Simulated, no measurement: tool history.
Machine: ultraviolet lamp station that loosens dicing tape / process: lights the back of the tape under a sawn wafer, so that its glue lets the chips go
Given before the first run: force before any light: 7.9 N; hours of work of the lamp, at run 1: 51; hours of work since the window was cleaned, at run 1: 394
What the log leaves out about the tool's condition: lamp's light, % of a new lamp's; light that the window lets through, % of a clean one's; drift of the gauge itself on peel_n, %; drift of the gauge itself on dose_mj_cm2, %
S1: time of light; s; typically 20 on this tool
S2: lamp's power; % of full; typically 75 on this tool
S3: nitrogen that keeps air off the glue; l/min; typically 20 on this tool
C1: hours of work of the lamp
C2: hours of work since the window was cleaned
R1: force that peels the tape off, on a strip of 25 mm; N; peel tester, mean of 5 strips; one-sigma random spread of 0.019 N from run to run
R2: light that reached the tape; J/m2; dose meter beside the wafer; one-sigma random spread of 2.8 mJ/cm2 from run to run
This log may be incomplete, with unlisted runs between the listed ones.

run     day  S1  S2  S3   C1   C2     R1    R2
  1   0.000  20  75  20   51  394  1.292  3340
  2   1.488  20  75  20   74  417  1.288  3280
  3   2.238  20  75  20   86  429  1.291  3260
  4   3.717  20  75  20  109  452  1.403  3230
  5   5.046  20  75  38  129  472  1.068  3250
  6   5.742  20  80  20  140  483  1.211  3380
  7   6.638  20  80  20  154  497  1.265  3320
  8   8.125  20  80  20  177  520  1.344  3230
  9   9.312  20  75  20  195  538  1.425  3000
      9.746  -- window cleaned of glue's vapour
 10  10.175  20  75  14  208    7  2.165  2560
 11  11.625  20  75  14  230   29  2.200  2550
     12.562  -- window cleaned of glue's vapour, once more
 12  12.746  20  75  14  247    3  1.364  3580
 13  13.462  20  75  14  258   14  1.406  3590
 14  14.692  20  75  14  277   33  1.395  3520
 15  15.575  20  75  14  291   47  1.400  3530
 16  17.008  33  75  20  313   69  0.403  5730
 17  18.112  20  75  20  330   86  1.218  3360
 18  19.600  20  75  20  353  109  1.269  3300
 19  20.367  20  75  20  365  121  1.304  3300
 20  21.267  20  64  20  379  134  1.679  2810
 21  22.267  20  93  20  394  150  0.920  4080
 22  23.221  20  75  20  409  165  1.398  3240
 23  24.517  17  69  11  429  185  2.551  2510
 24  26.012  18  91   6  452  208  2.256  3390
 25  27.121  18  91   6  469  225  2.224  3340
 26  28.204  29  81  24  486  242  0.562  4830
 27  29.408  18  64  39  505  260  1.752  2290
 28  30.088  18  64  39  515  271  1.833  2290
 29  31.217  19  73   6  533  288  2.896  2680
 30  32.538  28  75  13  553  308  1.141  4070
 31  33.392  28  75  13  566  322  1.142  4000
 32  34.767  28  75  13  587  343  1.165  3970
 33  35.600  20  64  17  600  356  2.295  2400
 34  36.325  27  99  12  611  367  0.775  4930
 35  37.275  20  74  20  626  382  1.833  2700
 36  38.396  16  91  20  643  399  1.870  2640
 37  39.321  20  85  20  658  413  1.471  3010
 38  40.608  20  97  23  678  433  1.141  3410
 39  41.221  35  78  20  687  443  0.599  4690
 40  42.692  35  78  20  710  465  0.634  4660
 41  43.362  35  78  20  720  476  0.662  4610
 42  44.492  26  98  20  738  493  0.769  4300
 43  45.662  11  75  22  756  511  3.688  1390

3 ways to go on from here, each from the tool as it stands after run 43. What would each give?
  A  46.829  14  63  20  774  529   ?   ?
  B  46.829  20  75  22  774  529   ?   ?
  C  46.829  21  75  20  774  529   ?   ?

run     R1    R2
  A  3.714  1390
  B  2.034  2450
  C  1.940  2560
Had the tool no hidden state, the same runs would have come out as:
run     R1    R2
  A  2.291  2280
  B  0.907  3960
  C  0.847  4140
